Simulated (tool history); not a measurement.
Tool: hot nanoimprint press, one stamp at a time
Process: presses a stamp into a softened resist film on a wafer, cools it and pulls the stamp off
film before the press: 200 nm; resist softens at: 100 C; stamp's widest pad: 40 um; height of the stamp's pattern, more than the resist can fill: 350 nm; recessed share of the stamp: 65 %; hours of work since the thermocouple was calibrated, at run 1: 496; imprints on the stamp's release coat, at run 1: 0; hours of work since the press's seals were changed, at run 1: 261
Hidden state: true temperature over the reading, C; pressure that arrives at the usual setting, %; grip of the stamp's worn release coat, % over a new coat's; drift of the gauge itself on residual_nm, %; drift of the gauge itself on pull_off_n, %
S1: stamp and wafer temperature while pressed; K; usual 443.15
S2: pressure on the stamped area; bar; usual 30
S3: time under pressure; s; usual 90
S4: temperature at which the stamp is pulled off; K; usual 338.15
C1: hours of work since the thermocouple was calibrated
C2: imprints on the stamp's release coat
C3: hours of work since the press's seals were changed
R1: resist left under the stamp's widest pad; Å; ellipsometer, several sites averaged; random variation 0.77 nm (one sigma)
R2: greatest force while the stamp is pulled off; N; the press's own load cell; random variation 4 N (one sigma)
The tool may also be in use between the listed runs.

run	hour	S1	S2	S3	S4	C1	C2	C3	R1	R2
1	0	443.15	30	90	338.15	496	0	261	970	199
2	66.6	443.15	30	90	338.15	530	273	296	966	197
# hour 81.9: plate thermocouple calibrated
3	130.8	443.15	30	90	338.15	25	524	327	964	200
4	168.6	435.15	30	90	338.15	45	678	347	1393	192
# hour 237.4: stamp cleaned and given a new release coat
5	238.7	435.15	30	90	338.15	78	5	380	1385	193
6	306.5	455.15	30	90	338.15	113	283	415	518	195
7	354.7	455.15	30	90	338.15	138	480	440	520	190
8	395.4	443.15	30	90	346.15	159	647	461	960	176
9	447.9	443.15	30	90	346.15	186	862	488	971	171
# hour 470.6: stamp cleaned and given a new release coat
10	512.5	443.15	30	90	346.15	216	172	519	974	167
11	578.5	443.15	30	90	338.15	250	442	553	968	195
12	636.2	443.15	30	90	338.15	280	679	583	972	201
13	691	443.15	30	90	338.15	309	903	611	968	204
# hour 703.6: stamp cleaned and given a new release coat
14	738	443.15	37.3	90	338.15	330	141	632	882	197
15	775.5	443.15	37.3	79	327.15	349	295	651	923	232
16	825.9	437.15	30	90	338.15	375	501	677	1276	193
17	878.4	437.15	34	90	338.15	402	716	705	1237	195
# hour 938.5: stamp cleaned and given a new release coat
18	938.5	455.15	30	90	338.15	430	0	733	533	187
19	982.1	440.15	23.1	150	335.15	453	179	755	1067	206
20	1051.6	449.15	23.1	150	345.15	489	463	791	661	170
21	1105.9	433.15	23.1	150	345.15	517	686	819	1446	170
# hour 1146.9: plate thermocouple calibrated
22	1165.6	433.15	23.1	123	345.15	10	918	848	1511	177
# hour 1176.7: stamp cleaned and given a new release coat
23	1234	433.15	23.1	123	345.15	42	235	881	1524	170
24	1279.7	435.15	40	123	345.15	66	422	904	1152	171
# hour 1326.3: press's hydraulic seals changed and the load cell set to zero
25	1352.6	447.15	46.4	90	338.15	99	688	14	635	194
26	1392.9	443.15	41.4	90	333.15	120	853	34	820	212
# hour 1419.3: stamp cleaned and given a new release coat
27	1463.3	443.15	19.9	90	338.15	153	181	68	1147	197

Forecast each of these 3 alternatives for the next run:
A	1502.1	454.15	19.9	177	341.15	173	339	88	?	?
B	1502.1	443.15	29.8	90	331.15	173	339	88	?	?
C	1502.1	451.15	30	66	338.15	173	339	88	?	?

run	R1	R2
A	512	182
B	964	216
C	729	193
Without the tool's hidden state the same runs would have given:
run	R1	R2
A	511	181
B	963	215
C	728	192
